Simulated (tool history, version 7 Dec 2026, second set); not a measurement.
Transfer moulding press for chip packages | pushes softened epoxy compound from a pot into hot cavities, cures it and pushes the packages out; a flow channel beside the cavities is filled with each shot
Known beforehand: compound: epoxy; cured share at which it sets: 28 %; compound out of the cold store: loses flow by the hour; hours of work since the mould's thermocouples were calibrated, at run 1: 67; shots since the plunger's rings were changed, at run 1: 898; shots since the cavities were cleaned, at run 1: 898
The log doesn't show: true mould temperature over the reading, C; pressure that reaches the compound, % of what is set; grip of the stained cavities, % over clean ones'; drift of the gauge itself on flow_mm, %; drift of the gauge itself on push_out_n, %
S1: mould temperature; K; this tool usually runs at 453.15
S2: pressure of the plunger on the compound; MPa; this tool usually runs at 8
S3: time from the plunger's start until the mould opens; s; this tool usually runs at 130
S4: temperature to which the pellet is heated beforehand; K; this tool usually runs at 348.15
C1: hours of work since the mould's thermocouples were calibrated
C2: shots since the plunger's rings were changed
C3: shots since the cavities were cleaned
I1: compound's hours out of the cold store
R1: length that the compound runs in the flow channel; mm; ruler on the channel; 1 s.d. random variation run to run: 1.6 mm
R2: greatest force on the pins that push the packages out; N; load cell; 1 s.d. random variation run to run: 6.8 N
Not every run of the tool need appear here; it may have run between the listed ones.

| run | hour | S1 | S2 | S3 | S4 | C1 | C2 | C3 | I1 | R1 | R2 |
|---|---|---|---|---|---|---|---|---|---|---|---|
| 1 | 0 | 453.15 | 8 | 130 | 348.15 | 67 | 898 | 898 | 32.3 | 685 | 276 |
| 2 | 20.8 | 447.15 | 8 | 130 | 348.15 | 83 | 1116 | 1116 | 28.6 | 700 | 364 |
|  | 29.7 | cavities cleaned with cleaning compound and waxed |
| 3 | 51 | 447.15 | 8 | 130 | 348.15 | 105 | 1417 | 224 | 21.5 | 714 | 368 |
| 4 | 74.6 | 453.15 | 8 | 130 | 348.15 | 123 | 1665 | 472 | 26.3 | 695 | 268 |
| 5 | 93.7 | 453.15 | 8 | 130 | 348.15 | 138 | 1865 | 672 | 23.5 | 701 | 276 |
| 6 | 110.8 | 453.15 | 7.34 | 130 | 348.15 | 152 | 2044 | 851 | 12.3 | 697 | 293 |
| 7 | 135.1 | 453.15 | 7.34 | 130 | 348.15 | 171 | 2299 | 1106 | 41.3 | 636 | 268 |
|  | 144.6 | cavities cleaned with cleaning compound and waxed |
| 8 | 163.2 | 453.15 | 8 | 130 | 348.15 | 191 | 2579 | 196 | 38.5 | 669 | 273 |
|  | 173.3 | plunger's sealing rings changed |
| 9 | 184.1 | 453.15 | 8 | 130 | 348.15 | 206 | 113 | 388 | 38 | 671 | 272 |
| 10 | 200.5 | 453.15 | 8 | 130 | 348.15 | 218 | 285 | 560 | 17.8 | 714 | 284 |
| 11 | 212.3 | 453.15 | 8 | 130 | 348.15 | 227 | 409 | 684 | 39.9 | 665 | 273 |
| 12 | 225.5 | 453.15 | 8 | 130 | 348.15 | 238 | 547 | 822 | 17.4 | 714 | 272 |
| 13 | 251.1 | 453.15 | 8 | 130 | 348.15 | 258 | 816 | 1091 | 40.3 | 665 | 277 |
|  | 261.7 | cavities cleaned with cleaning compound and waxed |
| 14 | 271.9 | 453.15 | 8 | 130 | 348.15 | 273 | 1018 | 107 | 25.7 | 699 | 278 |
| 15 | 283.6 | 453.15 | 8 | 130 | 348.15 | 282 | 1141 | 230 | 10.9 | 726 | 280 |
| 16 | 310.4 | 453.15 | 7.43 | 130 | 355.15 | 303 | 1422 | 511 | 47.8 | 627 | 286 |
| 17 | 327.8 | 453.15 | 6.38 | 130 | 345.15 | 316 | 1605 | 694 | 11.4 | 651 | 272 |
| 18 | 354.4 | 455.15 | 7.99 | 126 | 346.15 | 337 | 1883 | 972 | 26.7 | 691 | 273 |
| 19 | 367.8 | 460.15 | 8 | 130 | 350.15 | 347 | 2024 | 1113 | 29.1 | 681 | 247 |
|  | 375.4 | cavities cleaned with cleaning compound and waxed |
| 20 | 395.2 | 460.15 | 6.63 | 130 | 351.15 | 367 | 2295 | 207 | 42.5 | 593 | 246 |
| 21 | 412.1 | 460.15 | 6.63 | 118 | 357.15 | 381 | 2473 | 385 | 25.2 | 627 | 264 |
|  | 432.6 | plunger's sealing rings changed |
| 22 | 439.7 | 457.15 | 9.49 | 111 | 356.15 | 400 | 74 | 648 | 14.8 | 781 | 302 |
| 23 | 457.3 | 460.15 | 8 | 160 | 348.15 | 414 | 258 | 832 | 22.9 | 693 | 244 |
| 24 | 480.6 | 454.15 | 8 | 160 | 354.15 | 432 | 503 | 1077 | 25.9 | 693 | 245 |
|  | 493.5 | cavities cleaned with cleaning compound and waxed |
| 25 | 504.1 | 458.15 | 7.92 | 118 | 341.15 | 449 | 734 | 111 | 13 | 715 | 265 |
| 26 | 532.8 | 458.15 | 7.92 | 118 | 341.15 | 471 | 1035 | 412 | 31.9 | 675 | 262 |

Describe how what the log doesn't record of the tool's condition differs between the last listed run preceding each entry between runs and the first listed run following it.
Runs 2 to 3: cavities cleaned with cleaning compound and waxed (hour 29.7)
  pressure that reaches the compound, % of what is set: 99.93 -> 99.92; grip of the stained cavities, % over clean ones': 1.1 -> 0.5
Runs 7 to 8: cavities cleaned with cleaning compound and waxed (hour 144.6)
  pressure that reaches the compound, % of what is set: 99.87 -> 99.85; grip of the stained cavities, % over clean ones': 1.1 -> 0.4
Runs 8 to 9: plunger's sealing rings changed (hour 173.3)
  pressure that reaches the compound, % of what is set: 99.85 -> 99.99; grip of the stained cavities, % over clean ones': 0.4 -> 0.7
Runs 13 to 14: cavities cleaned with cleaning compound and waxed (hour 261.7)
  pressure that reaches the compound, % of what is set: 99.96 -> 99.95; grip of the stained cavities, % over clean ones': 1.1 -> 0.2
Runs 19 to 20: cavities cleaned with cleaning compound and waxed (hour 375.4)
  pressure that reaches the compound, % of what is set: 99.89 -> 99.88; grip of the stained cavities, % over clean ones': 1.1 -> 0.4
Runs 21 to 22: plunger's sealing rings changed (hour 432.6)
  pressure that reaches the compound, % of what is set: 99.87 -> 99.99; grip of the stained cavities, % over clean ones': 0.6 -> 0.9
Runs 24 to 25: cavities cleaned with cleaning compound and waxed (hour 493.5)
  pressure that reaches the compound, % of what is set: 99.97 -> 99.96; grip of the stained cavities, % over clean ones': 1.1 -> 0.2

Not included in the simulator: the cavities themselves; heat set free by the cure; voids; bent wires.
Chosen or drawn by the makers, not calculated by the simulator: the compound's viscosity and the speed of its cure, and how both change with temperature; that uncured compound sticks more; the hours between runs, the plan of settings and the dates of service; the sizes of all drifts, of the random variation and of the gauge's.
